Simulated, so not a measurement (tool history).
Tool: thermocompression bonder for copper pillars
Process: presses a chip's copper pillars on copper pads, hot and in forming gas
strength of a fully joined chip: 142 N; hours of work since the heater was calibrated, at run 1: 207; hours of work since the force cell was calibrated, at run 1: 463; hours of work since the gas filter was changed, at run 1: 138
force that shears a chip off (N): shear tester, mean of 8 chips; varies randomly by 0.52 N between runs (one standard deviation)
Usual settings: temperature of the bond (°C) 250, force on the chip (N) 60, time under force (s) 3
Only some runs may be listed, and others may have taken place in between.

run,hour,temperature of the bond (°C),force on the chip (N),time under force (s),hours of work since the heater was calibrated,hours of work since the force cell was calibrated,hours of work since the gas filter was changed,force that shears a chip off (N)
1,0,250,60,3,207,463,138,58.9
2,12.2,250,60,3,212,468,144,59.6
3,23.1,250,60,3,217,473,148,59.1
4,38.3,250,60,3,223,479,155,59.2
5,48.4,250,60,3,227,484,159,59.1
6,65.7,250,60,3,234,491,166,58.7
7,79.2,250,60,3,240,497,172,59.2
8,88.4,250,60,3,244,501,176,59.6
9,104.7,250,60,3,251,507,183,58.3
10,113.4,250,60,3,255,511,186,58.2
11,127.6,234,60,3,261,517,192,46.9
12,139.9,234,60,3,266,522,197,46.5
13,151.9,271,60,3,271,527,202,75.8
14,169.8,271,60,3,278,535,210,74.7
15,178.6,250,60,7,282,538,214,78.2
16,190.8,250,43,3,287,544,219,47.2
17,205.4,250,43,3,293,550,225,46.6
18,214.9,250,43,3,297,554,229,47.7
19,228,250,44,3,303,559,234,47
20,239.9,250,44,3,308,564,239,48
21,250.2,242,70,4,312,569,244,63.3
22,264,238,63,3,318,574,250,50.6
23,279,238,63,3,324,581,256,50.8
24,288.2,241,37,3,328,585,260,37.2
25,305.7,267,37,2,336,592,267,45
# hour 308.1: force cell calibrated
26,315.5,267,37,2,339,3,271,43.5
27,328.4,243,61,6,344,9,276,65.7
28,343.7,220,40,3,351,15,283,26.5
# hour 350.2: force cell calibrated, once more
29,361.3,253,71,8,358,5,289,88.8
30,372.2,253,71,8,362,9,294,89.7

Run 31 comes next. What will it give?
31,390.2,253,71,8,370,17,301,?

Run 31 came out at force that shears a chip off (N) 90.1.
With the hidden condition absent and the run-to-run variation left alone, this run would have shown force that shears a chip off (N) 98.7.

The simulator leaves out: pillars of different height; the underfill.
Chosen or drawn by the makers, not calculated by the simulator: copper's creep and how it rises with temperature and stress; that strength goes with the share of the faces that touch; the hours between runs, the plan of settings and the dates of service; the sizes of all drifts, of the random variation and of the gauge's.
